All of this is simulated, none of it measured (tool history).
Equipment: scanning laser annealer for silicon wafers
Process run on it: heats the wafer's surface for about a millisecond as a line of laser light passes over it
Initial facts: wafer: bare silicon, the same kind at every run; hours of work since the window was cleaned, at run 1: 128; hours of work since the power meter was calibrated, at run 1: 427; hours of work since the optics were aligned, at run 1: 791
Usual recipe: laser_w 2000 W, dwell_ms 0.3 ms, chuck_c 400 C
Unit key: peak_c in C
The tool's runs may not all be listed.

run	hour	laser_w	dwell_ms	chuck_c	hours of work since the window was cleaned	hours of work since the power meter was calibrated	hours of work since the optics were aligned	peak_c
1	0	2000	0.3	400	128	427	791	1111
2	11.8	2000	0.3	400	137	437	800	1111
3	23.5	2000	0.288	400	146	446	809	1096
4	31.6	2000	0.288	400	152	452	816	1098
5	41.8	2000	0.288	400	160	460	824	1097
6	53.1	2000	0.3	400	169	469	832	1109
7	61.3	2000	0.3	400	175	475	839	1110
8	73.2	2113	0.3	400	185	484	848	1154
9	86.7	2113	0.3	400	195	495	859	1154
10	94.5	1974	0.282	400	201	501	865	1077
11	101.4	1974	0.363	368	207	506	870	1133
12	115.2	1862	0.297	415	217	517	881	1065
13	121.5	1862	0.251	363	222	522	886	965
14	134.4	1862	0.251	363	232	532	896	966
15	149.7	1862	0.251	363	244	544	908	963
16	161	1862	0.251	363	253	553	916	964
17	173.9	1862	0.251	363	263	563	927	964

For each run, the measured value with the value that run would have given without the tool's hidden condition subtracted. The run-to-run variation is shared by both, the gauge scatter possibly not:
The hidden state here: light that passes the window, % of a clean one's; laser's true power over the reading, %; width of the line over the set one, %; drift of the gauge itself on peak_c, C.
run	peak_c
1	-14
2	-14
3	-14
4	-15
5	-15
6	-15
7	-16
8	-17
9	-18
10	-16
11	-18
12	-16
13	-15
14	-15
15	-16
16	-16
17	-16

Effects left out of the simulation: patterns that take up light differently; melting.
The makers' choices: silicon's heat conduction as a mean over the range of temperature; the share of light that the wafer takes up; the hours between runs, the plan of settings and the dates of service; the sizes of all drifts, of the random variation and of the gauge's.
